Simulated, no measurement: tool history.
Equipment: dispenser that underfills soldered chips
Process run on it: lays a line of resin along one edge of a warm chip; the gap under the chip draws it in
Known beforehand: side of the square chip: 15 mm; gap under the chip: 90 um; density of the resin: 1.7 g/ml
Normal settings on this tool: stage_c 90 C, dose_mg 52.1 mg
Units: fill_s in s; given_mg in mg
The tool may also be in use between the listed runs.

Run 1, day 0: usual settings. Result: fill_s 116.1 s, given_mg 49.18 mg.
Run 2, day 0.162: usual settings. Result: fill_s 129 s, given_mg 49.15 mg.
At day 0.242: new syringe of resin.
Run 3, day 0.338: usual settings. Result: fill_s 115.4 s, given_mg 48.82 mg.
Run 4, day 0.45: usual settings. Result: fill_s 127.4 s, given_mg 49.24 mg.
Run 5, day 0.579: usual settings. Result: fill_s 139 s, given_mg 48.83 mg.
At day 0.617: new syringe of resin.
Run 6, day 0.8: usual settings. Result: fill_s 123.8 s, given_mg 48.53 mg.
At day 0.992: new syringe of resin.
Run 7, day 0.992: usual settings but stage_c 91 C. Result: fill_s 101.3 s, given_mg 48.18 mg.
Run 8, day 1.192: usual settings but stage_c 99 C. Result: fill_s 89.7 s, given_mg 48.46 mg.
At day 1.388: dispensing valve cleaned and set on the balance.
At day 1.417: new syringe of resin.
Run 9, day 1.483: usual settings but stage_c 76 C. Result: fill_s 186.9 s, given_mg 52.44 mg.
Run 10, day 1.662: usual settings but stage_c 76 C. Result: fill_s 213.7 s, given_mg 51.79 mg.
At day 1.788: new syringe of resin.
Run 11, day 1.896: usual settings but dose_mg 63.4 mg. Result: fill_s 110.7 s, given_mg 62.89 mg.
Run 12, day 2.071: usual settings. Result: fill_s 128.2 s, given_mg 51.15 mg.
At day 2.158: new syringe of resin.
Run 13, day 2.212: usual settings but stage_c 88 C, dose_mg 48.5 mg. Result: fill_s 118.9 s, given_mg 47.76 mg.
Run 14, day 2.358: usual settings but stage_c 88 C, dose_mg 58 mg. Result: fill_s 132.1 s, given_mg 57.23 mg.
Run 15, day 2.504: usual settings but stage_c 105 C, dose_mg 62 mg. Result: fill_s 78.5 s, given_mg 60.85 mg.
At day 2.538: new syringe of resin.
Run 16, day 2.629: usual settings but stage_c 98 C, dose_mg 49.5 mg. Result: fill_s 85.3 s, given_mg 48.72 mg.
Run 17, day 2.762: usual settings but stage_c 82 C, dose_mg 46.6 mg. Result: fill_s 173.5 s, given_mg 45.88 mg.
At day 2.908: new syringe of resin.
Run 18, day 2.908: usual settings but stage_c 93 C, dose_mg 46.6 mg. Result: fill_s 95.5 s, given_mg 45.54 mg.
Run 19, day 3.121: usual settings but stage_c 83 C, dose_mg 49.1 mg. Result: fill_s 162.4 s, given_mg 48.07 mg.
Run 20, day 3.221: usual settings but stage_c 83 C, dose_mg 49.1 mg. Result: fill_s 175.3 s, given_mg 47.64 mg.
At day 3.283: new syringe of resin.
Run 21, day 3.4: usual settings but stage_c 83 C, dose_mg 50.4 mg. Result: fill_s 151.9 s, given_mg 49.06 mg.
Run 22, day 3.521: usual settings but stage_c 83 C, dose_mg 50.4 mg. Result: fill_s 167.3 s, given_mg 49.14 mg.
At day 3.662: new syringe of resin.
Run 23, day 3.708: usual settings but stage_c 102 C, dose_mg 53.9 mg. Result: fill_s 69.3 s, given_mg 52.44 mg.

Table of differences, measured result less the result of that run with no hidden state. Run-to-run variation is the same in both. Gauge scatter possibly is not:
Hidden state present: resin's viscosity, % of fresh resin's; dose that the valve gives, % of what is set; true chip temperature over the reading, C; drift of the gauge itself on fill_s, %; drift of the gauge itself on given_mg, %.
run  fill_s  given_mg
  1   +11.9     -2.84
  2   +26.9     -2.98
  3   +10.8     -3.11
  4   +21.7     -3.21
  5   +34.6      -3.3
  6   +19.6     -3.47
  7    +2.6     -3.59
  8   +14.9     -3.76
  9     +10     +0.07
 10   +37.5     -0.06
 11    +8.8     -0.28
 12   +25.3     -0.37
 13    +6.8     -0.43
 14   +20.6     -0.63
 15   +19.4     -0.82
 16    +8.3     -0.74
 17   +32.9     -0.79
 18    +1.4     -0.87
 19   +26.7     -1.09
 20     +40     -1.15
 21   +17.5     -1.33
 22   +32.3     -1.42
 23    +3.9     -1.66
